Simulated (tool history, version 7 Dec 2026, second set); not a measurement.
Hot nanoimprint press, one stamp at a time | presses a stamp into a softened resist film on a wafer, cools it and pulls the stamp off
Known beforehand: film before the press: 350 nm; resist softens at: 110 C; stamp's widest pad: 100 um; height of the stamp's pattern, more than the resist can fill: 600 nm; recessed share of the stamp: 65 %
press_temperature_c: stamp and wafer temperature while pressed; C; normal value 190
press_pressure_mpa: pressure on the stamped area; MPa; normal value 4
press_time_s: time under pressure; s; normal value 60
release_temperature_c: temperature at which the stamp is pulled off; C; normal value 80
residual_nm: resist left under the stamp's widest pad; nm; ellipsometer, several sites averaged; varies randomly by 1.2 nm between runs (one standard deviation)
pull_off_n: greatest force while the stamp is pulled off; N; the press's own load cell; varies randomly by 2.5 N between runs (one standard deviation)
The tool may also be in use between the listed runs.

{"run": 1, "hour": 0.0, "press_temperature_c": 190, "press_pressure_mpa": 4, "press_time_s": 60, "release_temperature_c": 80, "residual_nm": 190.6, "pull_off_n": 183}
{"run": 2, "hour": 19.6, "press_temperature_c": 190, "press_pressure_mpa": 4, "press_time_s": 60, "release_temperature_c": 80, "residual_nm": 189.6, "pull_off_n": 181}
{"run": 3, "hour": 30.6, "press_temperature_c": 190, "press_pressure_mpa": 4, "press_time_s": 98, "release_temperature_c": 80, "residual_nm": 160.7, "pull_off_n": 182}
{"run": 4, "hour": 42.7, "press_temperature_c": 190, "press_pressure_mpa": 4, "press_time_s": 73, "release_temperature_c": 80, "residual_nm": 179.9, "pull_off_n": 183}
{"run": 5, "hour": 55.2, "press_temperature_c": 190, "press_pressure_mpa": 4, "press_time_s": 60, "release_temperature_c": 86, "residual_nm": 188.9, "pull_off_n": 154}
{"hour": 68.5, "done": "stamp cleaned and given a new release coat"}
{"run": 6, "hour": 78.0, "press_temperature_c": 190, "press_pressure_mpa": 4, "press_time_s": 60, "release_temperature_c": 80, "residual_nm": 192.3, "pull_off_n": 163}
{"run": 7, "hour": 98.7, "press_temperature_c": 197, "press_pressure_mpa": 4, "press_time_s": 60, "release_temperature_c": 80, "residual_nm": 157.9, "pull_off_n": 168}
{"run": 8, "hour": 111.2, "press_temperature_c": 190, "press_pressure_mpa": 4, "press_time_s": 60, "release_temperature_c": 80, "residual_nm": 191.5, "pull_off_n": 166}
{"run": 9, "hour": 130.4, "press_temperature_c": 190, "press_pressure_mpa": 4, "press_time_s": 60, "release_temperature_c": 66, "residual_nm": 190.7, "pull_off_n": 237}
{"run": 10, "hour": 142.0, "press_temperature_c": 190, "press_pressure_mpa": 4, "press_time_s": 60, "release_temperature_c": 80, "residual_nm": 192.9, "pull_off_n": 168}
{"run": 11, "hour": 150.9, "press_temperature_c": 190, "press_pressure_mpa": 4, "press_time_s": 60, "release_temperature_c": 80, "residual_nm": 193.3, "pull_off_n": 166}
{"run": 12, "hour": 162.5, "press_temperature_c": 190, "press_pressure_mpa": 4, "press_time_s": 60, "release_temperature_c": 80, "residual_nm": 194.8, "pull_off_n": 165}
{"run": 13, "hour": 176.1, "press_temperature_c": 190, "press_pressure_mpa": 4, "press_time_s": 60, "release_temperature_c": 80, "residual_nm": 195.1, "pull_off_n": 168}
{"run": 14, "hour": 187.1, "press_temperature_c": 190, "press_pressure_mpa": 4, "press_time_s": 60, "release_temperature_c": 80, "residual_nm": 193.7, "pull_off_n": 163}
{"run": 15, "hour": 202.9, "press_temperature_c": 190, "press_pressure_mpa": 4, "press_time_s": 60, "release_temperature_c": 80, "residual_nm": 193.6, "pull_off_n": 170}
{"run": 16, "hour": 217.7, "press_temperature_c": 180, "press_pressure_mpa": 3.64, "press_time_s": 74, "release_temperature_c": 68, "residual_nm": 248.9, "pull_off_n": 232}
{"run": 17, "hour": 229.1, "press_temperature_c": 180, "press_pressure_mpa": 3.64, "press_time_s": 74, "release_temperature_c": 68, "residual_nm": 245, "pull_off_n": 236}
{"run": 18, "hour": 250.1, "press_temperature_c": 178, "press_pressure_mpa": 2.64, "press_time_s": 31, "release_temperature_c": 80, "residual_nm": 317.2, "pull_off_n": 174}
{"run": 19, "hour": 260.5, "press_temperature_c": 178, "press_pressure_mpa": 3.5, "press_time_s": 89, "release_temperature_c": 65, "residual_nm": 253, "pull_off_n": 243}
{"run": 20, "hour": 278.9, "press_temperature_c": 196, "press_pressure_mpa": 2.97, "press_time_s": 60, "release_temperature_c": 80, "residual_nm": 188.2, "pull_off_n": 177}
{"run": 21, "hour": 287.9, "press_temperature_c": 190, "press_pressure_mpa": 3.6, "press_time_s": 60, "release_temperature_c": 85, "residual_nm": 204.8, "pull_off_n": 147}
{"run": 22, "hour": 303.4, "press_temperature_c": 190, "press_pressure_mpa": 3.6, "press_time_s": 60, "release_temperature_c": 85, "residual_nm": 202.9, "pull_off_n": 150}
{"run": 23, "hour": 324.1, "press_temperature_c": 184, "press_pressure_mpa": 4, "press_time_s": 60, "release_temperature_c": 86, "residual_nm": 228.1, "pull_off_n": 144}
{"run": 24, "hour": 345.5, "press_temperature_c": 184, "press_pressure_mpa": 4, "press_time_s": 60, "release_temperature_c": 86, "residual_nm": 227.9, "pull_off_n": 145}
{"run": 25, "hour": 363.8, "press_temperature_c": 190, "press_pressure_mpa": 4, "press_time_s": 52, "release_temperature_c": 80, "residual_nm": 205, "pull_off_n": 174}
{"run": 26, "hour": 373.7, "press_temperature_c": 190, "press_pressure_mpa": 2.9, "press_time_s": 52, "release_temperature_c": 71, "residual_nm": 231.8, "pull_off_n": 223}
{"run": 27, "hour": 393.0, "press_temperature_c": 190, "press_pressure_mpa": 2.9, "press_time_s": 52, "release_temperature_c": 71, "residual_nm": 230.9, "pull_off_n": 223}
{"run": 28, "hour": 410.2, "press_temperature_c": 187, "press_pressure_mpa": 3.32, "press_time_s": 55, "release_temperature_c": 80, "residual_nm": 234.1, "pull_off_n": 172}
{"run": 29, "hour": 421.7, "press_temperature_c": 200, "press_pressure_mpa": 2.99, "press_time_s": 105, "release_temperature_c": 80, "residual_nm": 143.9, "pull_off_n": 179}

Selected run-to-run steps in residual_nm, each split into two signed amounts: the part the tool would show with no hidden state at all (from settings, incoming material and random variation), and the remainder, which goes to the hidden state together with any gauge scatter not common to the measured and the hidden-state-free results:
Unlogged tool condition in this case: true temperature over the reading, C; pressure that arrives at the usual setting, %; grip of the stamp's worn release coat, % over a new coat's; drift of the gauge itself on residual_nm, %; drift of the gauge itself on pull_off_n, %.
Run 17 -> 18: press_temperature_c 180 -> 178, press_pressure_mpa 3.64 -> 2.64, press_time_s 74 -> 31, release_temperature_c 68 -> 80. residual_nm +72.2 nm: hidden state -2.5, all else +74.7.
Run 18 -> 19: press_pressure_mpa 2.64 -> 3.5, press_time_s 31 -> 89, release_temperature_c 80 -> 65. residual_nm -64.2 nm: hidden state +3, all else -67.2.
Run 28 -> 29: press_temperature_c 187 -> 200, press_pressure_mpa 3.32 -> 2.99, press_time_s 55 -> 105. residual_nm -90.2 nm: hidden state -1.9, all else -88.3.
